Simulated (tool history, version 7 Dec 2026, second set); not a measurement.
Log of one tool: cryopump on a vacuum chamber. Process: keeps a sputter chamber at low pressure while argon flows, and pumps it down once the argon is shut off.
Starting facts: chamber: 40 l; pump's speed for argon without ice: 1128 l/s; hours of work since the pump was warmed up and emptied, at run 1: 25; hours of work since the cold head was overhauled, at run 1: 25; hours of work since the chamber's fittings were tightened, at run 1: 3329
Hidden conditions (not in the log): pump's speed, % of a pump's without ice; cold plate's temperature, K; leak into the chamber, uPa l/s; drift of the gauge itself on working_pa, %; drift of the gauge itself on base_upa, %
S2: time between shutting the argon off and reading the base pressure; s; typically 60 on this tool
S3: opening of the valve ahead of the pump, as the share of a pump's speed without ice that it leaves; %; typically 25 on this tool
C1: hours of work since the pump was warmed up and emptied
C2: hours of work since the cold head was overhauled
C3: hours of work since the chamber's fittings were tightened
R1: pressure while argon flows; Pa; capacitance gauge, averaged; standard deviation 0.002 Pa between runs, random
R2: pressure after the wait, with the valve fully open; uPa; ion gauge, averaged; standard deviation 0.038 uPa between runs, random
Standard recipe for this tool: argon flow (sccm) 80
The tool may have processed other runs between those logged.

Run 1, hour 0.0: usual settings; C1 25; C2 25; C3 3329. Result: R1 0.4822 Pa, R2 3.32 uPa.
Run 2, hour 12.0: usual settings; C1 30; C2 30; C3 3335. Result: R1 0.4803 Pa, R2 3.24 uPa.
Run 3, hour 21.7: usual settings but S3 50 %; C1 34; C2 34; C3 3339. Result: R1 0.2409 Pa, R2 3.25 uPa.
Run 4, hour 35.5: usual settings; C1 41; C2 41; C3 3345. Result: R1 0.4817 Pa, R2 3.26 uPa.
Run 5, hour 42.0: usual settings but S2 32 s; C1 44; C2 44; C3 3348. Result: R1 0.4816 Pa, R2 4.98 uPa.
Run 6, hour 55.5: usual settings but argon flow (sccm) 53; C1 50; C2 50; C3 3354. Result: R1 0.3213 Pa, R2 3.28 uPa.
Run 7, hour 69.0: usual settings but S3 35 %; C1 56; C2 56; C3 3360. Result: R1 0.3453 Pa, R2 3.23 uPa.
Run 8, hour 77.2: usual settings but argon flow (sccm) 81; C1 59; C2 59; C3 3364. Result: R1 0.4888 Pa, R2 3.30 uPa.
Run 9, hour 88.4: usual settings but argon flow (sccm) 81; C1 64; C2 64; C3 3369. Result: R1 0.4858 Pa, R2 3.27 uPa.
Run 10, hour 101.6: usual settings but argon flow (sccm) 81; C1 70; C2 70; C3 3375. Result: R1 0.4882 Pa, R2 3.24 uPa.
Run 11, hour 113.3: usual settings but argon flow (sccm) 81, S3 43 %; C1 75; C2 75; C3 3380. Result: R1 0.2886 Pa, R2 3.35 uPa.
Run 12, hour 120.6: usual settings; C1 79; C2 79; C3 3383. Result: R1 0.4839 Pa, R2 3.32 uPa.
Run 13, hour 134.8: usual settings; C1 85; C2 85; C3 3390. Result: R1 0.4841 Pa, R2 3.29 uPa.
Run 14, hour 141.7: usual settings but S2 104 s; C1 88; C2 88; C3 3393. Result: R1 0.4856 Pa, R2 2.51 uPa.
Run 15, hour 152.8: usual settings but argon flow (sccm) 94, S2 237 s; C1 93; C2 93; C3 3398. Result: R1 0.5677 Pa, R2 1.98 uPa.
Run 16, hour 158.9: usual settings but S2 54 s; C1 96; C2 96; C3 3400. Result: R1 0.4822 Pa, R2 3.47 uPa.
Run 17, hour 167.0: usual settings but argon flow (sccm) 142, S2 35 s, S3 18 %; C1 99; C2 99; C3 3404. Result: R1 1.2032 Pa, R2 4.62 uPa.
Run 18, hour 180.8: usual settings but argon flow (sccm) 89, S2 35 s, S3 28 %; C1 106; C2 106; C3 3410. Result: R1 0.4814 Pa, R2 4.69 uPa.
Run 19, hour 191.6: usual settings but argon flow (sccm) 89, S2 35 s, S3 28 %; C1 110; C2 110; C3 3415. Result: R1 0.4800 Pa, R2 4.76 uPa.
Run 20, hour 203.7: usual settings but argon flow (sccm) 87, S2 94 s, S3 26 %; C1 116; C2 116; C3 3420. Result: R1 0.5089 Pa, R2 2.66 uPa.
Run 21, hour 210.8: usual settings but argon flow (sccm) 33, S2 61 s, S3 57 %; C1 119; C2 119; C3 3424. Result: R1 0.0897 Pa, R2 3.25 uPa.
Run 22, hour 222.9: usual settings but argon flow (sccm) 33, S2 61 s, S3 57 %; C1 124; C2 124; C3 3429. Result: R1 0.0891 Pa, R2 3.35 uPa.
Run 23, hour 237.7: usual settings but argon flow (sccm) 33, S2 61 s, S3 57 %; C1 131; C2 131; C3 3436. Result: R1 0.0895 Pa, R2 3.37 uPa.
Run 24, hour 250.5: usual settings but argon flow (sccm) 60, S3 56 %; C1 137; C2 137; C3 3441. Result: R1 0.1660 Pa, R2 3.42 uPa.
Run 25, hour 264.7: usual settings but argon flow (sccm) 57, S2 265 s, S3 33 %; C1 143; C2 143; C3 3448. Result: R1 0.2633 Pa, R2 1.97 uPa.
Run 26, hour 277.5: usual settings but argon flow (sccm) 57, S2 265 s, S3 33 %; C1 149; C2 149; C3 3453. Result: R1 0.2640 Pa, R2 1.88 uPa.
Run 27, hour 290.4: usual settings but argon flow (sccm) 75, S3 40 %; C1 155; C2 155; C3 3459. Result: R1 0.2879 Pa, R2 3.39 uPa.
Run 28, hour 302.7: usual settings but argon flow (sccm) 37, S2 26 s, S3 29 %; C1 160; C2 160; C3 3465. Result: R1 0.1944 Pa, R2 5.86 uPa.

Forecast each of these 4 alternatives for the next run:
Run A, hour 312.7: usual settings but argon flow (sccm) 69, S2 26 s, S3 22 %; C1 165; C2 165; C3 3469. Result: R1 ?, R2 ?.
Run B, hour 312.7: usual settings but argon flow (sccm) 117, S2 52 s; C1 165; C2 165; C3 3469. Result: R1 ?, R2 ?.
Run C, hour 312.7: usual settings but S2 120 s, S3 18 %; C1 165; C2 165; C3 3469. Result: R1 ?, R2 ?.
Run D, hour 312.7: usual settings but argon flow (sccm) 148, S2 26 s, S3 32 %; C1 165; C2 165; C3 3469. Result: R1 ?, R2 ?.

run      R1    R2
  A  0.4748  5.82
  B  0.7114  3.70
  C  0.6770  2.41
  D  0.7067  5.86
The same runs, with their run-to-run variation unchanged, on a tool lacking any hidden condition would have given:
run      R1    R2
  A  0.4680  4.58
  B  0.6997  2.45
  C  0.6690  1.18
  D  0.6919  4.61
